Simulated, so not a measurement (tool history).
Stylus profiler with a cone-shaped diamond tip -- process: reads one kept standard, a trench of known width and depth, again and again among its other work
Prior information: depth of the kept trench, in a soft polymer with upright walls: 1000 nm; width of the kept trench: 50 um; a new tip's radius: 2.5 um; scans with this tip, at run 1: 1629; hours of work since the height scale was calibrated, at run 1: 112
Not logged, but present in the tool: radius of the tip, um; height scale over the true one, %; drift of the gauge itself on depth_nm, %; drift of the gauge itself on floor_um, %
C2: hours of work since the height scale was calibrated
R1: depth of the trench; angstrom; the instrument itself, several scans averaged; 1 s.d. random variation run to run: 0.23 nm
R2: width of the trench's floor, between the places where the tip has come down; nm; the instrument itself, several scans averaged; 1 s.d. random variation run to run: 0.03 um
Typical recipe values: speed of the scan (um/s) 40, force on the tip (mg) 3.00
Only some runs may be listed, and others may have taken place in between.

run 1 hour=0.0 | speed_of_the_scan_(um/s)=40 force_on_the_tip_(mg)=3.00 | scans_with_this_tip=1629 C2=112 | R1=10176.7 R2=45580
run 2 hour=111.2 | speed_of_the_scan_(um/s)=40 force_on_the_tip_(mg)=3.00 | scans_with_this_tip=2583 C2=177 | R1=10183.7 R2=45440
run 3 hour=202.7 | speed_of_the_scan_(um/s)=40 force_on_the_tip_(mg)=3.00 | scans_with_this_tip=3367 C2=230 | R1=10186.5 R2=45290
run 4 hour=283.5 | speed_of_the_scan_(um/s)=40 force_on_the_tip_(mg)=3.00 | scans_with_this_tip=4060 C2=278 | R1=10188.3 R2=45210
run 5 hour=399.3 | speed_of_the_scan_(um/s)=40 force_on_the_tip_(mg)=3.00 | scans_with_this_tip=5053 C2=346 | R1=10189.2 R2=45100
run 6 hour=502.6 | speed_of_the_scan_(um/s)=40 force_on_the_tip_(mg)=3.00 | scans_with_this_tip=5938 C2=406 | R1=10199.9 R2=44920
run 7 hour=595.8 | speed_of_the_scan_(um/s)=40 force_on_the_tip_(mg)=3.00 | scans_with_this_tip=6738 C2=461 | R1=10196.6 R2=44860
-- hour=606.6 height scale calibrated on a step standard
run 8 hour=719.5 | speed_of_the_scan_(um/s)=40 force_on_the_tip_(mg)=3.00 | scans_with_this_tip=7793 C2=66 | R1=10213.3 R2=44670
run 9 hour=774.8 | speed_of_the_scan_(um/s)=46 force_on_the_tip_(mg)=7.93 | scans_with_this_tip=8267 C2=99 | R1=10376.2 R2=44680
run 10 hour=899.9 | speed_of_the_scan_(um/s)=46 force_on_the_tip_(mg)=7.93 | scans_with_this_tip=9340 C2=172 | R1=10371.4 R2=44580
run 11 hour=986.8 | speed_of_the_scan_(um/s)=39 force_on_the_tip_(mg)=4.50 | scans_with_this_tip=10085 C2=223 | R1=10273.8 R2=44470
-- hour=1036.5 height scale calibrated on a step standard, once more
run 12 hour=1055.6 | speed_of_the_scan_(um/s)=16 force_on_the_tip_(mg)=7.86 | scans_with_this_tip=10671 C2=11 | R1=10320.5 R2=44510
run 13 hour=1146.3 | speed_of_the_scan_(um/s)=156 force_on_the_tip_(mg)=2.32 | scans_with_this_tip=11448 C2=64 | R1=10140.2 R2=43490
run 14 hour=1226.5 | speed_of_the_scan_(um/s)=31 force_on_the_tip_(mg)=7.74 | scans_with_this_tip=12136 C2=111 | R1=10324.3 R2=44260

Forecast each of these 3 alternatives for the next run:
run A hour=1347.8 | speed_of_the_scan_(um/s)=21 force_on_the_tip_(mg)=1.41 | scans_with_this_tip=13176 C2=183 | R1=? R2=?
run B hour=1347.8 | speed_of_the_scan_(um/s)=13 force_on_the_tip_(mg)=3.30 | scans_with_this_tip=13176 C2=183 | R1=? R2=?
run C hour=1347.8 | speed_of_the_scan_(um/s)=31 force_on_the_tip_(mg)=4.54 | scans_with_this_tip=13176 C2=183 | R1=? R2=?

run=A R1=10106.2 R2=44110
run=B R1=10187.1 R2=44180
run=C R1=10231.0 R2=44130
The same runs, with their run-to-run variation unchanged, on a tool lacking any hidden condition would have given:
run=A R1=10101.9 R2=45830
run=B R1=10182.8 R2=45910
run=C R1=10226.7 R2=45860
